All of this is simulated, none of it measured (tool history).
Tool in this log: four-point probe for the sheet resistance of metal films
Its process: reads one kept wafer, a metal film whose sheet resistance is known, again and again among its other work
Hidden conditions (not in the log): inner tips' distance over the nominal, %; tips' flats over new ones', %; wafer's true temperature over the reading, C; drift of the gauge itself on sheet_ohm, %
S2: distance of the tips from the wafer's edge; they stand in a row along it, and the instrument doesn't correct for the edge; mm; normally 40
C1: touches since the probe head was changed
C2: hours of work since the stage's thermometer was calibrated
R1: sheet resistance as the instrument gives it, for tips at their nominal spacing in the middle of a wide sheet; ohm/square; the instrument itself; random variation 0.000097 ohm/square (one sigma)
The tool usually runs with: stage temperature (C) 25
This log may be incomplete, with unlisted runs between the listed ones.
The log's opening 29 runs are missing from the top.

Run 30, day 97.100: usual settings but stage temperature (C) 20, S2 4 mm; C1 59241; C2 706. Result: R1 0.503847 ohm/square.
Run 31, day 100.042: usual settings but stage temperature (C) 24, S2 4 mm; C1 60378; C2 740. Result: R1 0.501859 ohm/square.
Run 32, day 104.154: usual settings but stage temperature (C) 24, S2 4 mm; C1 61970; C2 788. Result: R1 0.501694 ohm/square.
Run 33, day 106.650: usual settings but stage temperature (C) 32; C1 62935; C2 817. Result: R1 0.482516 ohm/square.
Run 34, day 110.067: usual settings but stage temperature (C) 28, S2 24 mm; C1 64257; C2 857. Result: R1 0.484608 ohm/square.
Run 35, day 113.971: usual settings but stage temperature (C) 33; C1 65767; C2 902. Result: R1 0.481953 ohm/square.
Run 36, day 116.258: usual settings but stage temperature (C) 33; C1 66652; C2 928. Result: R1 0.481936 ohm/square.
Run 37, day 120.242: usual settings but stage temperature (C) 28, S2 11 mm; C1 68192; C2 975. Result: R1 0.486162 ohm/square.
Run 38, day 123.646: usual settings but stage temperature (C) 21, S2 38 mm; C1 69509; C2 1014. Result: R1 0.487785 ohm/square.
Run 39, day 127.304: usual settings but stage temperature (C) 21, S2 69 mm; C1 70925; C2 1057. Result: R1 0.487554 ohm/square.
Run 40, day 130.329: usual settings but S2 30 mm; C1 72096; C2 1092. Result: R1 0.485890 ohm/square.
Run 41, day 133.821: usual settings but S2 3 mm; C1 73446; C2 1132. Result: R1 0.512838 ohm/square.

Alternative continuations, all from the tool just after run 41; predict every row:
Run A, day 136.658: usual settings but stage temperature (C) 35, S2 49 mm; C1 74544; C2 1165. Result: R1 ?.
Run B, day 136.658: usual settings but S2 4 mm; C1 74544; C2 1165. Result: R1 ?.
Run C, day 136.658: usual settings but stage temperature (C) 28, S2 14 mm; C1 74544; C2 1165. Result: R1 ?.
Run D, day 136.658: usual settings but stage temperature (C) 21, S2 49 mm; C1 74544; C2 1165. Result: R1 ?.
Run E, day 136.658: usual settings but stage temperature (C) 28, S2 8 mm; C1 74544; C2 1165. Result: R1 ?.

run        R1
  A  0.481052
  B  0.501415
  C  0.485426
  D  0.487735
  E  0.488214
Without the tool's hidden state the same runs would have given:
run        R1
  A  0.478305
  B  0.498566
  C  0.482658
  D  0.484957
  E  0.485432
